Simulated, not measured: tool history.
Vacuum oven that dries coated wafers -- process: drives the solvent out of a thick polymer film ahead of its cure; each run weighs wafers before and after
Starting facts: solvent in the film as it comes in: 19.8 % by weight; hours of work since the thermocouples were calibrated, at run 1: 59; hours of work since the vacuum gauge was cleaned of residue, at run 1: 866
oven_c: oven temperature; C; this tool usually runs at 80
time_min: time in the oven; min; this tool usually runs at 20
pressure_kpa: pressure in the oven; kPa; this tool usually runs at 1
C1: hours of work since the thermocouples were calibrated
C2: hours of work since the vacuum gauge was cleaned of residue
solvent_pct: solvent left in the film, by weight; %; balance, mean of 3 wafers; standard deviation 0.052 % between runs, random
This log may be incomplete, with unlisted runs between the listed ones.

run 1 hour=0 | oven_c=80 time_min=20 pressure_kpa=1 | C1=59 C2=866 | solvent_pct=1.71
run 2 hour=41.7 | oven_c=80 time_min=20 pressure_kpa=1 | C1=86 C2=893 | solvent_pct=1.67
run 3 hour=63.2 | oven_c=80 time_min=20 pressure_kpa=1 | C1=101 C2=908 | solvent_pct=1.76
run 4 hour=91.4 | oven_c=80 time_min=20 pressure_kpa=1 | C1=119 C2=926 | solvent_pct=1.81
run 5 hour=133.9 | oven_c=80 time_min=20 pressure_kpa=1 | C1=148 C2=955 | solvent_pct=1.86
run 6 hour=157.2 | oven_c=80 time_min=20 pressure_kpa=1 | C1=163 C2=970 | solvent_pct=1.84
run 7 hour=197.7 | oven_c=80 time_min=30 pressure_kpa=1 | C1=190 C2=997 | solvent_pct=1.21
run 8 hour=240 | oven_c=80 time_min=30 pressure_kpa=1 | C1=218 C2=1025 | solvent_pct=1.19
run 9 hour=259.7 | oven_c=80 time_min=25 pressure_kpa=1 | C1=231 C2=1038 | solvent_pct=1.33
run 10 hour=285.4 | oven_c=80 time_min=20 pressure_kpa=0.53 | C1=248 C2=1055 | solvent_pct=1.47
run 11 hour=328.2 | oven_c=80 time_min=20 pressure_kpa=1 | C1=277 C2=1084 | solvent_pct=1.89
run 12 hour=360.2 | oven_c=80 time_min=20 pressure_kpa=1 | C1=298 C2=1105 | solvent_pct=1.89
run 13 hour=390.9 | oven_c=80 time_min=20 pressure_kpa=1 | C1=318 C2=1125 | solvent_pct=1.87
run 14 hour=422.6 | oven_c=80 time_min=20 pressure_kpa=1 | C1=339 C2=1146 | solvent_pct=1.9
run 15 hour=453 | oven_c=80 time_min=20 pressure_kpa=1 | C1=359 C2=1166 | solvent_pct=1.99
run 16 hour=491.3 | oven_c=80 time_min=20 pressure_kpa=1 | C1=385 C2=1192 | solvent_pct=1.96
run 17 hour=514.8 | oven_c=80 time_min=20 pressure_kpa=1 | C1=400 C2=1207 | solvent_pct=1.9
run 18 hour=550.4 | oven_c=80 time_min=22 pressure_kpa=1 | C1=424 C2=1231 | solvent_pct=1.71
run 19 hour=593.3 | oven_c=80 time_min=22 pressure_kpa=1 | C1=452 C2=1260 | solvent_pct=1.73
-- hour=598.6 oven's thermocouples calibrated
run 20 hour=624.6 | oven_c=84 time_min=20 pressure_kpa=1 | C1=17 C2=1279 | solvent_pct=1.45
run 21 hour=653.4 | oven_c=84 time_min=20 pressure_kpa=1 | C1=36 C2=1298 | solvent_pct=1.35
-- hour=682 oven's thermocouples calibrated, once more
run 22 hour=684.3 | oven_c=84 time_min=20 pressure_kpa=1 | C1=2 C2=1317 | solvent_pct=1.17
run 23 hour=707.1 | oven_c=68 time_min=11 pressure_kpa=0.96 | C1=17 C2=1332 | solvent_pct=9.31
run 24 hour=746.1 | oven_c=89 time_min=11 pressure_kpa=0.96 | C1=42 C2=1358 | solvent_pct=1.44
run 25 hour=767.1 | oven_c=84 time_min=26 pressure_kpa=0.96 | C1=56 C2=1372 | solvent_pct=0.98
run 26 hour=798.5 | oven_c=80 time_min=12 pressure_kpa=1 | C1=77 C2=1393 | solvent_pct=3.5
run 27 hour=828.5 | oven_c=80 time_min=21 pressure_kpa=3.45 | C1=97 C2=1413 | solvent_pct=3.92
run 28 hour=854.7 | oven_c=80 time_min=21 pressure_kpa=3.45 | C1=115 C2=1430 | solvent_pct=3.94
run 29 hour=885 | oven_c=80 time_min=21 pressure_kpa=3.45 | C1=135 C2=1450 | solvent_pct=4.08
run 30 hour=913.9 | oven_c=70 time_min=12 pressure_kpa=0.56 | C1=154 C2=1470 | solvent_pct=7.55
run 31 hour=942.9 | oven_c=81 time_min=12 pressure_kpa=1.56 | C1=173 C2=1489 | solvent_pct=3.72
run 32 hour=977.8 | oven_c=81 time_min=12 pressure_kpa=1.56 | C1=196 C2=1512 | solvent_pct=3.74
run 33 hour=995.3 | oven_c=81 time_min=12 pressure_kpa=1.56 | C1=208 C2=1524 | solvent_pct=3.72
run 34 hour=1033.8 | oven_c=81 time_min=12 pressure_kpa=1.56 | C1=233 C2=1549 | solvent_pct=3.71
run 35 hour=1074.8 | oven_c=73 time_min=21 pressure_kpa=1.56 | C1=261 C2=1576 | solvent_pct=4.39
run 36 hour=1100 | oven_c=92 time_min=17 pressure_kpa=1 | C1=277 C2=1593 | solvent_pct=0.73
run 37 hour=1128.1 | oven_c=74 time_min=21 pressure_kpa=0.58 | C1=296 C2=1612 | solvent_pct=3.02
run 38 hour=1165.8 | oven_c=74 time_min=21 pressure_kpa=0.58 | C1=321 C2=1637 | solvent_pct=3
run 39 hour=1190.9 | oven_c=80 time_min=20 pressure_kpa=3.23 | C1=338 C2=1653 | solvent_pct=4.03
run 40 hour=1231.7 | oven_c=80 time_min=20 pressure_kpa=3.23 | C1=365 C2=1681 | solvent_pct=4.01
run 41 hour=1268 | oven_c=73 time_min=13 pressure_kpa=2.71 | C1=389 C2=1705 | solvent_pct=8.09
run 42 hour=1286.3 | oven_c=88 time_min=20 pressure_kpa=1 | C1=401 C2=1717 | solvent_pct=0.89

Predict each of these 5 candidate next runs independently; none follows another, all start after run 42:
run A hour=1315.4 | oven_c=69 time_min=25 pressure_kpa=1 | C1=420 C2=1736 | solvent_pct=?
run B hour=1315.4 | oven_c=70 time_min=29 pressure_kpa=0.79 | C1=420 C2=1736 | solvent_pct=?
run C hour=1315.4 | oven_c=76 time_min=17 pressure_kpa=2.29 | C1=420 C2=1736 | solvent_pct=?
run D hour=1315.4 | oven_c=78 time_min=20 pressure_kpa=1 | C1=420 C2=1736 | solvent_pct=?
run E hour=1315.4 | oven_c=66 time_min=16 pressure_kpa=1 | C1=420 C2=1736 | solvent_pct=?

run=A solvent_pct=4.93
run=B solvent_pct=3.55
run=C solvent_pct=5.22
run=D solvent_pct=2.5
run=E solvent_pct=8.69
Without the tool's unlogged condition, the same runs would have read:
run=A solvent_pct=4.08
run=B solvent_pct=2.79
run=C solvent_pct=4.46
run=D solvent_pct=1.95
run=E solvent_pct=7.81
